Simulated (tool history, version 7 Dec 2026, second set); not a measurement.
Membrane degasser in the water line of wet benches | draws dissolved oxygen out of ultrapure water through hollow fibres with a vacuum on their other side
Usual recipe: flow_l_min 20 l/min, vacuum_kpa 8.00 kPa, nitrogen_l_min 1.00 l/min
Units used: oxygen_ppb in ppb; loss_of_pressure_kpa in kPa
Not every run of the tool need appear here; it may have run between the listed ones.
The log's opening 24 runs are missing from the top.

| run | hour | flow_l_min | vacuum_kpa | nitrogen_l_min | hours since the membrane was changed | hours since the vacuum gauge was calibrated | hours since the vacuum lines were made tight | oxygen_ppb | loss_of_pressure_kpa |
|---|---|---|---|---|---|---|---|---|---|
| 25 | 5697.4 | 12 | 16.46 | 2.02 | 11980 | 2274 | 9003 | 197.4 | 39.56 |
| 26 | 5863.8 | 17 | 10.30 | 0.96 | 12146 | 2440 | 9169 | 291.3 | 56.35 |
| 27 | 6058.3 | 17 | 8.00 | 2.46 | 12341 | 2635 | 9364 | 91.2 | 56.08 |
| 28 | 6210.5 | 29 | 8.16 | 1.07 | 12493 | 2787 | 9516 | 345.7 | 95.01 |
| 29 | 6551.9 | 29 | 8.16 | 1.07 | 12834 | 3129 | 9857 | 355.0 | 95.70 |
| 30 | 6769.9 | 15 | 8.51 | 1.63 | 13052 | 3346 | 10075 | 125.5 | 49.61 |
| 31 | 6965.3 | 15 | 9.17 | 1.63 | 13248 | 3542 | 10271 | 143.6 | 49.53 |
| 32 | 7181.2 | 15 | 9.17 | 1.63 | 13464 | 3758 | 10487 | 138.9 | 49.63 |

What if the next run were any one of these 3? Each begins from the tool's condition after run 32:
| A | 7409.8 | 16 | 13.58 | 2.17 | 13692 | 3986 | 10715 | ? | ? |
| B | 7409.8 | 21 | 4.94 | 0.94 | 13692 | 3986 | 10715 | ? | ? |
| C | 7409.8 | 15 | 9.17 | 1.11 | 13692 | 3986 | 10715 | ? | ? |

| run | oxygen_ppb | loss_of_pressure_kpa |
|---|---|---|
| A | 193.6 | 53.19 |
| B | 108.0 | 69.65 |
| C | 195.0 | 49.82 |
With the hidden condition removed and each run's random variation left untouched, the same runs would have given:
| run | oxygen_ppb | loss_of_pressure_kpa |
|---|---|---|
| A | 182.1 | 49.59 |
| B | 93.5 | 64.92 |
| C | 183.0 | 46.45 |

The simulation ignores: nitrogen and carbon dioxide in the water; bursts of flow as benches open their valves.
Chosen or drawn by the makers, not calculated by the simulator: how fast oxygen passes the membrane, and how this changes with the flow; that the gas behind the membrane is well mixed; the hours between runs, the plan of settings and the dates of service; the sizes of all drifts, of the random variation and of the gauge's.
